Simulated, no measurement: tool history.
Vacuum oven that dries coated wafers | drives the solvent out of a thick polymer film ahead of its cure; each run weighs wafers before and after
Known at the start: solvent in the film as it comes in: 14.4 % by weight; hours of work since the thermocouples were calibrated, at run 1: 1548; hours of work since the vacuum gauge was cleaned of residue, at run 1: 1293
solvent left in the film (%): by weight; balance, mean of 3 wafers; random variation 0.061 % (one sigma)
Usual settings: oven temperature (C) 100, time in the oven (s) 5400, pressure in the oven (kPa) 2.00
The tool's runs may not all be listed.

run    hour  oven temperature (C)  time in the oven (s)  pressure in the oven (kPa)  hours of work since the thermocouples were calibrated  hours of work since the vacuum gauge was cleaned of residue  solvent left in the film (%)
  1     0.0                   100                  5400                        2.00                                                   1548                                                         1293                          3.40
  2    60.4                   100                  5400                        2.00                                                   1582                                                         1328                          3.44
  3   118.9                   100                  5400                        2.00                                                   1616                                                         1361                          3.43
      143.5  -- oven's thermocouples calibrated
  4   176.7                   100                  5400                        2.26                                                     19                                                         1393                          3.60
  5   214.0                   100                  5400                        2.00                                                     40                                                         1415                          3.51
  6   247.1                   100                  5400                        2.00                                                     59                                                         1434                          3.56
  7   286.1                   100                  2820                        2.00                                                     82                                                         1456                          6.10
  8   328.2                   100                  5400                        5.54                                                    106                                                         1480                          4.93
  9   370.9                   100                  5400                        5.54                                                    130                                                         1505                          4.85
 10   428.6                   100                  5400                        2.00                                                    163                                                         1538                          3.54
 11   469.5                   100                  5400                        2.00                                                    187                                                         1561                          3.41
 12   534.6                   100                  2760                        2.48                                                    224                                                         1598                          6.21
 13   579.7                    91                  3660                        2.00                                                    250                                                         1624                          6.82
 14   629.5                    91                  3660                        2.00                                                    278                                                         1653                          6.88
 15   686.5                   100                  5400                        1.69                                                    311                                                         1686                          3.38
 16   729.4                    96                  3600                        4.06                                                    336                                                         1710                          6.38
 17   777.4                    99                  8460                        7.87                                                    363                                                         1738                          4.85
 18   835.4                   115                  8460                        4.78                                                    396                                                         1771                          1.49
 19   873.1                   115                  2820                        2.60                                                    418                                                         1792                          3.22
 20   928.7                    93                  5400                        4.06                                                    450                                                         1824                          5.87
 21   994.4                   101                  5400                        6.27                                                    488                                                         1862                          4.90
     1000.9  -- vacuum gauge cleaned of residue and calibrated
 22  1031.9                   101                  3540                        2.00                                                    508                                                           18                          4.90

Hidden state at the last listed run before each entry between runs and at the first one after, where it differs:
Between runs 3 and 4: oven's thermocouples calibrated (hour 143.5)
  true wafer temperature over the reading, C: 0.16 -> 0.01
Between runs 21 and 22: vacuum gauge cleaned of residue and calibrated (hour 1000.9)
  true pressure over the reading, kPa: 0.017 -> 0

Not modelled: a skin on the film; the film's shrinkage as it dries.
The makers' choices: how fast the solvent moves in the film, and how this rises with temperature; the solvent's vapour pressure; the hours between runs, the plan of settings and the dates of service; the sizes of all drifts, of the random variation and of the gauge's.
